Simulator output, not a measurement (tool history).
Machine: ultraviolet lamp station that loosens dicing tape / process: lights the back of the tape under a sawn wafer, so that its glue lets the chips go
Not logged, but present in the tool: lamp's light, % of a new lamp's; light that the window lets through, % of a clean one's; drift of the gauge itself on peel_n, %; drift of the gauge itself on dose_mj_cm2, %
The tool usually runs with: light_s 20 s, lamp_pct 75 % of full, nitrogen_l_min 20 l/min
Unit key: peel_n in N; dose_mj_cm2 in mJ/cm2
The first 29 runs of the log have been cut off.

| run | day | light_s | lamp_pct | nitrogen_l_min | hours of work of the lamp | hours of work since the window was cleaned | peel_n | dose_mj_cm2 |
|---|---|---|---|---|---|---|---|---|
| 30 | 34.192 | 14 | 95 | 10 | 1043 | 121 | 0.87 | 306 |
| 31 | 35.262 | 14 | 95 | 10 | 1057 | 135 | 0.876 | 305 |
| 32 | 35.954 | 14 | 95 | 10 | 1066 | 144 | 0.863 | 300 |
| 33 | 36.779 | 32 | 78 | 10 | 1077 | 155 | 0.37 | 566 |
| 34 | 38.158 | 11 | 71 | 20 | 1095 | 173 | 1.206 | 174 |
| 35 | 39.162 | 11 | 66 | 20 | 1108 | 186 | 1.279 | 166 |
|  | 39.521 | lamp changed |
| 36 | 40.808 | 20 | 61 | 29 | 17 | 207 | 0.421 | 362 |
| 37 | 41.808 | 23 | 80 | 6 | 30 | 220 | 0.512 | 539 |

Here are 5 independent what-if runs from the current tool condition. What would each one return?
| A | 43.146 | 23 | 80 | 14 | 48 | 238 | ? | ? |
| B | 43.146 | 20 | 75 | 13 | 48 | 238 | ? | ? |
| C | 43.146 | 20 | 80 | 6 | 48 | 238 | ? | ? |
| D | 43.146 | 23 | 61 | 6 | 48 | 238 | ? | ? |
| E | 43.146 | 23 | 63 | 6 | 48 | 238 | ? | ? |

| run | peel_n | dose_mj_cm2 |
|---|---|---|
| A | 0.335 | 541 |
| B | 0.466 | 441 |
| C | 0.616 | 464 |
| D | 0.778 | 409 |
| E | 0.761 | 421 |
Had the tool no hidden state, the same runs would have come out as:
| run | peel_n | dose_mj_cm2 |
|---|---|---|
| A | 0.316 | 570 |
| B | 0.433 | 465 |
| C | 0.572 | 490 |
| D | 0.725 | 432 |
| E | 0.708 | 444 |

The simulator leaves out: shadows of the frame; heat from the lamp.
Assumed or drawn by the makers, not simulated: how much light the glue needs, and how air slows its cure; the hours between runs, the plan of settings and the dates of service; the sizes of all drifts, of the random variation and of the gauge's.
